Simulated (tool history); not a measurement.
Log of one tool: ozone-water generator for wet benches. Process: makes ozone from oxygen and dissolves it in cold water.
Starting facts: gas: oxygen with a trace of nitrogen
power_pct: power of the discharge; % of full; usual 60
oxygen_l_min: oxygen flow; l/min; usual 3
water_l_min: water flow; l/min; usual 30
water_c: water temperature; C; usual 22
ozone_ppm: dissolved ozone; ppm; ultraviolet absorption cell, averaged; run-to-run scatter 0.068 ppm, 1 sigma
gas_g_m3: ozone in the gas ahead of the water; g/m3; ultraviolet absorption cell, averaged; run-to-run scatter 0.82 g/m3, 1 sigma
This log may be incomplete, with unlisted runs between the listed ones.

run	hour	power_pct	oxygen_l_min	water_l_min	water_c	ozone_ppm	gas_g_m3
1	0	60	3	30	22	5.79	125
2	65.7	60	3	30	22	5.6	124.8
3	137.5	60	3	30	22	5.64	125.3
4	203.4	59	3	30	22	5.62	123.9
5	286.7	60	3	30	22	5.76	125.4
6	336.6	60	3	30	22	5.63	125.3
7	382.7	60	3	30	22	5.65	124.5
8	451	60	3	30	22	5.62	124.3
9	516.5	60	3	30	22	5.66	124.1
10	589.9	60	3	20	22	8.6	123.9
11	694.1	60	3	20	22	8.66	123.2
12	737.5	60	3	20	22	8.71	123.5
13	814.2	60	3	20	22	8.58	123.9
14	908.3	60	3	26	22	6.44	123.6
15	969.7	60	3	30	22	5.59	124.9
16	1074.2	60	3	30	22	5.46	121.9
17	1160.8	60	3.85	30	16	6.39	113.5
18	1226.8	41	2.53	22	18	6.01	104.6
19	1291.1	60	4.07	38	25	4.55	112.5
20	1382	46	4.07	38	17	4.35	96.3
21	1459.1	46	4.07	38	17	4.24	97.5
22	1505.2	46	4.07	38	17	4.33	96.1
23	1579.5	56	4.07	26	17	7.15	105.5
24	1657.3	56	4.07	26	17	7.17	106.4
25	1701.1	49	1.57	26	17	4.45	133.3
26	1796.7	49	1.57	26	17	4.3	131
27	1888.6	60	2.27	30	22	4.75	131.6
28	1953.7	60	5.32	31	22	6.6	101.2
29	2046	65	3.05	31	20	5.56	125.1
30	2101.6	65	3.05	22	20	8.03	125.2
31	2204.8	60	3	24	17	7.21	121.3
32	2266.2	60	3	21	22	7.83	120.9

Not shown: 1 entry that the log had between the listed runs. Between which runs, and how does the tool's hidden state differ before and after?
In the gap between runs 25 and 26: water thermometer calibrated (hour 1796.7)
  yield of the discharge, % of new electrodes': 92.9 -> 92.7; contactor's efficiency, % of a clean one's: 90.3 -> 90.2; true water temperature over the reading, C: 0.37 -> 0.04
  measured result minus the result with no hidden state, ozone_ppm: -0.54 -> -0.55 ppm; gas_g_m3: -8 -> -8.2 g/m3
